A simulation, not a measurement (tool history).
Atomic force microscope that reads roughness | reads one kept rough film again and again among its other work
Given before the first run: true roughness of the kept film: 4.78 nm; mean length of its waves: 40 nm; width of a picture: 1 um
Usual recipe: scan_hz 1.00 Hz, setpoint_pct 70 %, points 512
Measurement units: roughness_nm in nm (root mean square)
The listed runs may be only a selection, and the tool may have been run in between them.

run   hour  scan_hz  setpoint_pct  points  roughness_nm
  1    0.0     1.00            70     512         4.004
  2    7.1     1.00            70     512         4.032
  3   17.3     1.00            70     512         4.002
  4   26.1     1.00            70     512         4.015
  5   38.2     0.58            70     512         4.094
  6   45.9     0.58            70     781         4.123
  7   58.3     1.00            70     857         4.025
  8   70.5     1.00            70     857         4.009
  9   77.4     1.00            70     857         4.018
 10   86.9     1.00            56     512         4.179
 11   99.9     1.00            56     512         4.126
 12  107.7     1.00            56     512         4.171
 13  120.3     1.00            56     512         4.116
 14  129.1     1.00            70     512         4.018
 15  136.0     1.00            70     512         4.036
 16  142.7     1.00            70     512         3.997
 17  152.3     0.61            70     512         4.077
 18  164.0     0.61            70     512         4.111
 19  170.1     0.61            58     512         4.198
 20  176.0     1.00            70     377         3.985
 21  188.8     1.00            70     377         4.039
 22  197.7     1.10            79     512         3.870
     201.3  -- new tip fitted
 23  204.7     2.15            61     512         4.008
 24  214.7     2.29            60     326         3.955
 25  226.3     2.29            60     326         3.966
 26  236.2     2.29            60     326         3.966
 27  249.0     2.30            86     585         3.238
 28  257.8     2.30            86     721         3.264
 29  270.0     2.30            86     721         3.260
 30  275.4     1.20            56     739         4.163
 31  286.6     1.20            56     739         4.164
 32  292.8     1.62            57     484         4.072
 33  304.9     0.82            57     484         4.195
 34  315.7     0.82            57     428         4.188
 35  327.7     1.45            67     684         3.948
 36  338.7     1.45            67     684         3.968
 37  344.2     1.45            67     684         4.001
 38  351.9     1.45            67     684         3.990
 39  363.0     1.45            67     684         3.998
 40  368.5     2.97            72     489         3.588

Below are 3 alternative next runs, each starting from the tool's condition after run 40. Predict each:
  A  380.6     1.00            70     782             ?
  B  380.6     0.52            78     267             ?
  C  380.6     0.61            80     273             ?

run  roughness_nm
  A         4.024
  B         4.039
  C         3.985
With no hidden state in the tool, these same runs would have given:
run  roughness_nm
  A         4.032
  B         4.047
  C         3.992

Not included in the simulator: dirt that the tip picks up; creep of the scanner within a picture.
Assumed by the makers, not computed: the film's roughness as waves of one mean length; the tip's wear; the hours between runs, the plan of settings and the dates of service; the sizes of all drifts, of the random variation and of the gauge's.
